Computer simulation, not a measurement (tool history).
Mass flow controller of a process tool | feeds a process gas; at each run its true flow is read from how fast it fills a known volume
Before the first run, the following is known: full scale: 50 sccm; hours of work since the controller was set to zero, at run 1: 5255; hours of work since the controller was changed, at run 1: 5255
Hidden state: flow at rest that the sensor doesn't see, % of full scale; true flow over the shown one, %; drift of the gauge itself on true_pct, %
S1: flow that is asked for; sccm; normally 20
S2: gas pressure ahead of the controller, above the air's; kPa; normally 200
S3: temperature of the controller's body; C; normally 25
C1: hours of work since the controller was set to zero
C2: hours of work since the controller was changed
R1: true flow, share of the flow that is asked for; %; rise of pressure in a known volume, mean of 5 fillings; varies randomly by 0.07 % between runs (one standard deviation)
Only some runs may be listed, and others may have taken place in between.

{"run": 1, "hour": 0.0, "S1": 20, "S2": 200, "S3": 25, "C1": 5255, "C2": 5255, "R1": 93.66}
{"hour": 201.9, "done": "controller's zero set anew"}
{"run": 2, "hour": 351.5, "S1": 20, "S2": 200, "S3": 25, "C1": 95, "C2": 5478, "R1": 91.99}
{"run": 3, "hour": 509.0, "S1": 20, "S2": 200, "S3": 25, "C1": 195, "C2": 5578, "R1": 91.82}
{"run": 4, "hour": 743.4, "S1": 20, "S2": 200, "S3": 25, "C1": 344, "C2": 5727, "R1": 91.7}
{"hour": 975.6, "done": "controller's zero set anew, once more"}
{"run": 5, "hour": 1040.5, "S1": 20, "S2": 200, "S3": 25, "C1": 41, "C2": 5915, "R1": 96}
{"run": 6, "hour": 1222.1, "S1": 20, "S2": 200, "S3": 25, "C1": 157, "C2": 6030, "R1": 95.98}
{"run": 7, "hour": 1563.3, "S1": 20, "S2": 200, "S3": 25, "C1": 373, "C2": 6247, "R1": 95.75}
{"run": 8, "hour": 1765.1, "S1": 20, "S2": 200, "S3": 25, "C1": 502, "C2": 6376, "R1": 95.74}
{"run": 9, "hour": 2010.6, "S1": 20, "S2": 200, "S3": 25, "C1": 658, "C2": 6532, "R1": 95.52}
{"run": 10, "hour": 2231.0, "S1": 20, "S2": 200, "S3": 25, "C1": 798, "C2": 6672, "R1": 95.3}
{"run": 11, "hour": 2483.3, "S1": 20, "S2": 264, "S3": 25, "C1": 958, "C2": 6832, "R1": 95.43}
{"run": 12, "hour": 2673.6, "S1": 12, "S2": 200, "S3": 25, "C1": 1079, "C2": 6953, "R1": 94.36}
{"run": 13, "hour": 3035.2, "S1": 12, "S2": 200, "S3": 25, "C1": 1309, "C2": 7183, "R1": 94.08}
{"run": 14, "hour": 3231.0, "S1": 20, "S2": 200, "S3": 25, "C1": 1433, "C2": 7307, "R1": 94.67}
{"run": 15, "hour": 3383.9, "S1": 20, "S2": 200, "S3": 25, "C1": 1530, "C2": 7404, "R1": 94.63}
{"run": 16, "hour": 3731.1, "S1": 20, "S2": 200, "S3": 28, "C1": 1751, "C2": 7625, "R1": 94.24}
{"run": 17, "hour": 3984.9, "S1": 20, "S2": 200, "S3": 25, "C1": 1912, "C2": 7786, "R1": 94.19}
{"run": 18, "hour": 4214.7, "S1": 20, "S2": 200, "S3": 25, "C1": 2058, "C2": 7932, "R1": 94.19}
{"run": 19, "hour": 4578.3, "S1": 20, "S2": 200, "S3": 25, "C1": 2289, "C2": 8163, "R1": 94.11}
{"run": 20, "hour": 4889.8, "S1": 20, "S2": 200, "S3": 25, "C1": 2487, "C2": 8361, "R1": 93.82}
{"run": 21, "hour": 5107.8, "S1": 20, "S2": 200, "S3": 25, "C1": 2626, "C2": 8500, "R1": 93.62}
{"run": 22, "hour": 5286.8, "S1": 20, "S2": 200, "S3": 25, "C1": 2739, "C2": 8613, "R1": 93.6}
{"run": 23, "hour": 5524.9, "S1": 20, "S2": 177, "S3": 25, "C1": 2891, "C2": 8765, "R1": 93.54}
{"hour": 5869.2, "done": "controller exchanged for a calibrated one"}
{"run": 24, "hour": 5894.5, "S1": 20, "S2": 260, "S3": 23, "C1": 16, "C2": 16, "R1": 99.13}
{"run": 25, "hour": 6237.9, "S1": 17, "S2": 217, "S3": 31, "C1": 234, "C2": 234, "R1": 97.92}
{"run": 26, "hour": 6516.1, "S1": 17, "S2": 217, "S3": 31, "C1": 411, "C2": 411, "R1": 97.7}
{"run": 27, "hour": 6842.3, "S1": 40, "S2": 213, "S3": 24, "C1": 618, "C2": 618, "R1": 99.5}
{"run": 28, "hour": 7017.4, "S1": 9, "S2": 200, "S3": 25, "C1": 730, "C2": 730, "R1": 97.05}
{"run": 29, "hour": 7175.2, "S1": 5, "S2": 142, "S3": 24, "C1": 830, "C2": 830, "R1": 95.7}
{"run": 30, "hour": 7517.5, "S1": 5, "S2": 142, "S3": 24, "C1": 1047, "C2": 1047, "R1": 95.25}
{"run": 31, "hour": 7739.3, "S1": 5, "S2": 142, "S3": 24, "C1": 1188, "C2": 1188, "R1": 94.87}
{"run": 32, "hour": 8095.9, "S1": 13, "S2": 200, "S3": 35, "C1": 1415, "C2": 1415, "R1": 95.69}
{"run": 33, "hour": 8327.3, "S1": 38, "S2": 198, "S3": 39, "C1": 1562, "C2": 1562, "R1": 97.35}
{"run": 34, "hour": 8686.1, "S1": 20, "S2": 271, "S3": 23, "C1": 1790, "C2": 1790, "R1": 97.63}
{"run": 35, "hour": 8894.8, "S1": 43, "S2": 271, "S3": 38, "C1": 1923, "C2": 1923, "R1": 97.58}
{"run": 36, "hour": 9154.9, "S1": 27, "S2": 271, "S3": 38, "C1": 2088, "C2": 2088, "R1": 96.57}
{"run": 37, "hour": 9491.1, "S1": 17, "S2": 278, "S3": 25, "C1": 2301, "C2": 2301, "R1": 96.64}
{"run": 38, "hour": 9784.2, "S1": 14, "S2": 271, "S3": 31, "C1": 2488, "C2": 2488, "R1": 95.29}
{"run": 39, "hour": 10079.5, "S1": 17, "S2": 168, "S3": 25, "C1": 2675, "C2": 2675, "R1": 95.99}
{"run": 40, "hour": 10433.7, "S1": 17, "S2": 145, "S3": 30, "C1": 2900, "C2": 2900, "R1": 95.21}
{"run": 41, "hour": 10625.1, "S1": 20, "S2": 243, "S3": 28, "C1": 3022, "C2": 3022, "R1": 95.88}
{"run": 42, "hour": 10815.2, "S1": 16, "S2": 169, "S3": 24, "C1": 3143, "C2": 3143, "R1": 95.59}

For some of the steps in R1 from one run to the next: how much would appear even if the tool had no hidden state, given the settings, what came in and random variation, and how much remains for the hidden state plus any gauge scatter that the measured result and the result without hidden state don't share?
Run 1 -> 2: controller's zero set anew. R1 -1.67 %: hidden state -1.77, all else +0.1.
Run 4 -> 5: controller's zero set anew, once more. R1 +4.3 %: hidden state +4.23, all else +0.07.
Run 23 -> 24: S2 177 -> 260, S3 25 -> 23, controller exchanged for a calibrated one. R1 +5.59 %: hidden state +5.26, all else +0.33.
Run 27 -> 28: S1 40 -> 9, S2 213 -> 200, S3 24 -> 25. R1 -2.45 %: hidden state -0.89, all else -1.56.
